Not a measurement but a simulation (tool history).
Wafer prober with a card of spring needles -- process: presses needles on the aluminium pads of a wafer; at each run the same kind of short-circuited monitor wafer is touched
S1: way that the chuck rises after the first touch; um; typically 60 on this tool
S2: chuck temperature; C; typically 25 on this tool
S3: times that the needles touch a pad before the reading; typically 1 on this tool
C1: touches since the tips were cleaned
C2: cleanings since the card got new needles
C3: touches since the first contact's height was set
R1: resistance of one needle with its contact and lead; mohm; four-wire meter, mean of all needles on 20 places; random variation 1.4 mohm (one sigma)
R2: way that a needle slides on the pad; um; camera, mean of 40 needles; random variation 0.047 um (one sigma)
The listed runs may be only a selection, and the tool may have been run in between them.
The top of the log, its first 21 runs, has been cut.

| run | hour | S1 | S2 | S3 | C1 | C2 | C3 | R1 | R2 |
|---|---|---|---|---|---|---|---|---|---|
| 22 | 264.8 | 63 | 30 | 2 | 8438 | 19 | 13676 | 152 | 15.88 |
|  | 265.8 | tips cleaned on abrasive film |
| 23 | 273.7 | 51 | 25 | 1 | 2300 | 20 | 16247 | 165 | 12.80 |
| 24 | 290.3 | 42 | 39 | 1 | 7164 | 20 | 21111 | 200 | 10.56 |
|  | 294.9 | tips cleaned on abrasive film |
| 25 | 302.8 | 42 | 39 | 1 | 2308 | 21 | 24760 | 191 | 10.59 |
| 26 | 316.1 | 43 | 39 | 1 | 6221 | 21 | 28673 | 196 | 10.81 |
|  | 324.3 | tips cleaned on abrasive film |
| 27 | 327.6 | 43 | 35 | 1 | 989 | 22 | 32020 | 172 | 10.82 |
| 28 | 343.8 | 43 | 35 | 1 | 5722 | 22 | 36753 | 194 | 10.74 |
|  | 353.5 | tips cleaned on abrasive film |
| 29 | 353.5 | 43 | 35 | 1 | 0 | 23 | 39573 | 142 | 10.80 |
| 30 | 369.6 | 43 | 35 | 1 | 4727 | 23 | 44300 | 198 | 10.78 |
| 31 | 379.9 | 53 | 65 | 2 | 7768 | 23 | 47341 | 162 | 13.35 |
|  | 383.2 | tips cleaned on abrasive film |
| 32 | 389.0 | 53 | 65 | 2 | 1714 | 24 | 49982 | 156 | 13.36 |
| 33 | 404.9 | 53 | 65 | 2 | 6373 | 24 | 54641 | 163 | 13.31 |

Below are 3 alternative next runs, each starting from the tool's condition after run 33. Predict each:
|  | 413.0 | tips cleaned on abrasive film |
| A | 420.6 | 72 | 25 | 2 | 2225 | 25 | 59210 | ? | ? |
|  | 413.0 | tips cleaned on abrasive film |
| B | 420.6 | 72 | 25 | 2 | 2225 | 25 | 59210 | ? | ? |
|  | 413.0 | tips cleaned on abrasive film |
| C | 420.6 | 60 | 25 | 2 | 2225 | 25 | 59210 | ? | ? |

| run | R1 | R2 |
|---|---|---|
| A | 138 | 18.06 |
| B | 138 | 18.09 |
| C | 145 | 14.99 |
Without the tool's hidden state the same runs would have given:
| run | R1 | R2 |
|---|---|---|
| A | 127 | 18.16 |
| B | 127 | 18.18 |
| C | 129 | 15.08 |
